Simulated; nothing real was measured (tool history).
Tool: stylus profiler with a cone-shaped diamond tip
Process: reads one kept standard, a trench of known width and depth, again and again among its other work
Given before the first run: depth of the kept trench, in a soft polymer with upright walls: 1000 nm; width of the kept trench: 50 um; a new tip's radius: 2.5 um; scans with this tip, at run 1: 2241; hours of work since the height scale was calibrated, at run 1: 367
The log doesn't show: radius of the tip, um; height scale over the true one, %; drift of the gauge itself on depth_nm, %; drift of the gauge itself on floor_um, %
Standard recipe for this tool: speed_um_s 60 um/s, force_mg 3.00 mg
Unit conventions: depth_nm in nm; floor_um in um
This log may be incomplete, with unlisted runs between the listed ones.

run	hour	speed_um_s	force_mg	scans with this tip	hours of work since the height scale was calibrated	depth_nm	floor_um
1	0.0	60	3.00	2241	367	1007.33	45.41
2	28.7	19	3.00	2358	386	1006.46	45.61
3	79.5	33	3.00	2565	420	1006.53	45.53
4	128.6	183	3.00	2764	453	1006.99	44.67
5	165.7	183	3.00	2915	478	1006.51	44.64
6	196.3	183	3.00	3040	498	1006.42	44.64
7	227.9	183	2.53	3168	519	1005.85	44.48
8	261.5	60	1.70	3305	541	1004.01	45.17
9	297.1	60	3.00	3449	565	1006.50	45.30
10	330.0	60	3.00	3583	587	1006.27	45.17
11	373.4	60	3.00	3760	616	1006.29	45.25
12	411.7	60	4.65	3916	642	1008.64	45.31
13	437.0	60	4.65	4019	658	1008.46	45.25
14	491.1	60	4.65	4239	694	1008.48	45.21
15	513.2	60	4.65	4328	709	1009.24	45.23
16	549.5	60	4.65	4476	733	1008.25	45.20
17	586.8	60	3.95	4628	758	1007.32	45.19
18	626.2	60	4.32	4788	784	1008.04	45.12
19	667.3	60	4.32	4955	812	1008.00	45.15
20	718.0	58	4.32	5161	846	1007.64	45.12
21	740.9	41	4.32	5254	861	1007.83	45.18
22	783.8	41	4.32	5429	889	1007.74	45.19
23	824.7	144	7.45	5595	917	1011.95	44.86
24	870.3	18	1.67	5781	947	1003.04	45.19
25	920.0	18	1.67	5983	980	1003.56	45.15
26	959.3	190	1.03	6143	1006	1001.61	43.56
27	987.8	137	1.99	6259	1025	1003.61	44.38
28	1037.3	73	1.00	6460	1058	1001.88	44.59
29	1084.5	111	1.46	6652	1090	1002.34	44.40
30	1112.4	67	1.16	6765	1108	1001.83	44.63
31	1148.6	111	1.36	6913	1132	1002.62	44.33
32	1199.2	192	6.43	7118	1166	1010.28	44.51
33	1233.4	192	6.43	7257	1189	1010.14	44.52
34	1268.7	155	2.60	7401	1212	1004.01	44.31
35	1294.5	21	1.59	7506	1230	1002.25	44.99
36	1346.4	25	3.00	7717	1264	1004.95	45.02
37	1373.2	25	1.43	7826	1282	1002.09	44.89
38	1407.9	149	1.11	7967	1305	1000.95	43.81
39	1439.5	149	1.11	8096	1326	1001.20	43.78
40	1490.3	38	1.12	8302	1360	1001.12	44.79
41	1524.4	38	1.12	8441	1383	1001.51	44.77
42	1575.8	38	1.12	8650	1417	1001.06	44.67
43	1625.8	16	4.32	8853	1450	1006.73	44.95
44	1652.9	18	3.00	8964	1468	1004.42	44.89

Branching from run 44: 5 alternative next runs. What would each branch give?
A	1677.6	101	5.93	9064	1485	?	?
B	1677.6	23	5.30	9064	1485	?	?
C	1677.6	50	1.91	9064	1485	?	?
D	1677.6	148	6.86	9064	1485	?	?
E	1677.6	230	2.91	9064	1485	?	?

run	depth_nm	floor_um
A	1008.55	44.65
B	1007.93	44.94
C	1002.46	44.67
D	1010.13	44.49
E	1004.23	43.71
With the hidden condition removed and each run's random variation left untouched, the same runs would have given:
run	depth_nm	floor_um
A	1011.39	45.62
B	1010.77	45.91
C	1005.29	45.64
D	1012.98	45.46
E	1007.06	44.68

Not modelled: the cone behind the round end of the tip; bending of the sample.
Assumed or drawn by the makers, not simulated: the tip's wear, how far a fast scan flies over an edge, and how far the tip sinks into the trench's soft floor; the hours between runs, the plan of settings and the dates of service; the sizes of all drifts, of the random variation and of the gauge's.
